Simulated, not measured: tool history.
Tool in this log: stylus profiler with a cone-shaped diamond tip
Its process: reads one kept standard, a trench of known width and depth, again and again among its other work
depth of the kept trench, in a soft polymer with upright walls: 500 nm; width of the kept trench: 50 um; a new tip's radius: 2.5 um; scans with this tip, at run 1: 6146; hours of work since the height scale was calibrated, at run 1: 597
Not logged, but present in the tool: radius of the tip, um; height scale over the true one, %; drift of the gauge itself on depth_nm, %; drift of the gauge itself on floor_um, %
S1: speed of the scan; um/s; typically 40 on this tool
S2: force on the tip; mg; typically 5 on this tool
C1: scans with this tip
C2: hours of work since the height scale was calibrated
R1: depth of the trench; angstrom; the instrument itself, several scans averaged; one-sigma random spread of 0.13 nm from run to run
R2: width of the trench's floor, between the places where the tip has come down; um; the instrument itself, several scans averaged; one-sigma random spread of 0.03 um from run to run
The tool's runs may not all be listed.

Run 1, hour 0: usual settings; C1 6146; C2 597. Result: R1 5083.9 angstrom, R2 45.82 um.
Run 2, hour 45.4: usual settings; C1 6477; C2 629. Result: R1 5084.4 angstrom, R2 45.71 um.
Run 3, hour 92.3: usual settings but S1 16 um/s; C1 6820; C2 662. Result: R1 5085.9 angstrom, R2 45.77 um.
Run 4, hour 134.4: usual settings but S1 32 um/s; C1 7128; C2 692. Result: R1 5087.6 angstrom, R2 45.71 um.
Run 5, hour 180: usual settings but S1 113 um/s; C1 7461; C2 724. Result: R1 5087.2 angstrom, R2 45.37 um.
Run 6, hour 211.4: usual settings but S2 10.92 mg; C1 7692; C2 747. Result: R1 5134.2 angstrom, R2 45.67 um.
Run 7, hour 277.2: usual settings; C1 8172; C2 793. Result: R1 5089.3 angstrom, R2 45.55 um.
Run 8, hour 329.2: usual settings; C1 8552; C2 830. Result: R1 5090.8 angstrom, R2 45.45 um.
Run 9, hour 379.6: usual settings; C1 8921; C2 866. Result: R1 5090.5 angstrom, R2 45.43 um.
At hour 402: height scale calibrated on a step standard.
Run 10, hour 433.6: usual settings but S1 11 um/s; C1 9312; C2 22. Result: R1 5067.8 angstrom, R2 45.54 um.
Run 11, hour 494.5: usual settings but S1 68 um/s; C1 9757; C2 66. Result: R1 5068.9 angstrom, R2 45.18 um.
Run 12, hour 523.7: usual settings but S1 68 um/s; C1 9971; C2 86. Result: R1 5072.1 angstrom, R2 45.15 um.
Run 13, hour 579.1: usual settings but S1 68 um/s; C1 10376; C2 126. Result: R1 5074.5 angstrom, R2 45.13 um.
Run 14, hour 620.4: usual settings but S1 29 um/s; C1 10678; C2 155. Result: R1 5071.4 angstrom, R2 45.22 um.
Run 15, hour 660: usual settings but S1 29 um/s; C1 10967; C2 183. Result: R1 5074.2 angstrom, R2 45.14 um.
Run 16, hour 715.6: usual settings; C1 11374; C2 223. Result: R1 5073.9 angstrom, R2 45.12 um.
Run 17, hour 778.6: usual settings; C1 11834; C2 267. Result: R1 5076.2 angstrom, R2 45.04 um.
Run 18, hour 811.1: usual settings; C1 12072; C2 290. Result: R1 5075.4 angstrom, R2 45.06 um.
Run 19, hour 873.6: usual settings but S1 12 um/s, S2 1.67 mg; C1 12529; C2 335. Result: R1 5042.7 angstrom, R2 45.05 um.
Run 20, hour 909.6: usual settings but S1 12 um/s, S2 1.67 mg; C1 12792; C2 360. Result: R1 5039.7 angstrom, R2 44.96 um.
Run 21, hour 969.4: usual settings but S1 12 um/s, S2 1.67 mg; C1 13230; C2 403. Result: R1 5044.1 angstrom, R2 44.92 um.
Run 22, hour 1007.1: usual settings but S1 145 um/s, S2 9.33 mg; C1 13505; C2 429. Result: R1 5112.8 angstrom, R2 44.57 um.
Run 23, hour 1037.8: usual settings but S1 145 um/s, S2 9.33 mg; C1 13729; C2 451. Result: R1 5116.7 angstrom, R2 44.57 um.
Run 24, hour 1098.8: usual settings but S2 2.78 mg; C1 14175; C2 495. Result: R1 5058.7 angstrom, R2 44.7 um.

Estimate the outcome of run 25 from the log above:
Run 25, hour 1154.6: usual settings but S2 2.78 mg; C1 14583; C2 534. Result: R1 ?, R2 ?.

Run 25 gave R1 5058.8 angstrom, R2 44.64 um.
The same run, on a tool lacking any hidden state, would have yielded R1 5046.1 angstrom, R2 46.79 um.

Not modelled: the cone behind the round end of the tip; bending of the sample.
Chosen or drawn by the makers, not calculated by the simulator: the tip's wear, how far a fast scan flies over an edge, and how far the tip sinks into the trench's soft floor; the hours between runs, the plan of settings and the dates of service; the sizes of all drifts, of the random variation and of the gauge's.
